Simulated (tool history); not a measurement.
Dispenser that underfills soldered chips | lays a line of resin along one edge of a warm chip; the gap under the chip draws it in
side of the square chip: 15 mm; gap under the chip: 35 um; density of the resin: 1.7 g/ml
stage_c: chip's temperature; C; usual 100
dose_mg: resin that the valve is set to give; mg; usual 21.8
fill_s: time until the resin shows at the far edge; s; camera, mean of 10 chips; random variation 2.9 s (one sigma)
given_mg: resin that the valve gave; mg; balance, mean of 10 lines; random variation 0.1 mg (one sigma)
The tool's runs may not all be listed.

| run | hour | stage_c | dose_mg | fill_s | given_mg |
|---|---|---|---|---|---|
| 1 | 0 | 100 | 21.8 | 304.7 | 21.71 |
| 2 | 4.8 | 103 | 21.8 | 340.6 | 21.6 |
| 3 | 12.4 | 103 | 21.8 | 463 | 21.34 |
|  | 13.5 | new syringe of resin |
| 4 | 22.9 | 103 | 21.8 | 359.5 | 21.55 |
|  | 29.5 | new syringe of resin |
| 5 | 30.1 | 103 | 21.8 | 259 | 21.28 |
| 6 | 38.5 | 103 | 21.8 | 349.3 | 21.15 |
|  | 45.4 | new syringe of resin |
| 7 | 46 | 100 | 21.8 | 274.5 | 20.92 |
| 8 | 50.3 | 100 | 21.8 | 329.7 | 21.03 |
| 9 | 54.5 | 100 | 21.8 | 380.4 | 20.99 |
|  | 61.2 | new syringe of resin |
| 10 | 64.9 | 100 | 21.8 | 311.9 | 20.78 |
| 11 | 74.5 | 112 | 25.3 | 315.5 | 24.26 |
|  | 76.7 | new syringe of resin |
| 12 | 83.6 | 103 | 18.8 | 327.4 | 17.97 |
| 13 | 90 | 96 | 22.7 | 508.6 | 21.44 |
|  | 92.9 | new syringe of resin |
| 14 | 99.2 | 105 | 20 | 296.3 | 18.93 |
| 15 | 104.6 | 102 | 27 | 395.9 | 25.46 |
|  | 108.9 | new syringe of resin |
| 16 | 109.5 | 102 | 25.3 | 254.6 | 23.62 |

3 ways to go on from here, each from the tool as it stands after run 16. What would each give?
| A | 117.1 | 111 | 21.2 | ? | ? |
| B | 117.1 | 97 | 19.1 | ? | ? |
| C | 117.1 | 112 | 22.2 | ? | ? |

| run | fill_s | given_mg |
|---|---|---|
| A | 265.8 | 19.78 |
| B | 421.8 | 17.93 |
| C | 260.3 | 20.68 |
Without the tool's hidden state the same runs would have given:
| run | fill_s | given_mg |
|---|---|---|
| A | 202.8 | 21.25 |
| B | 321.2 | 19.27 |
| C | 198.9 | 22.21 |
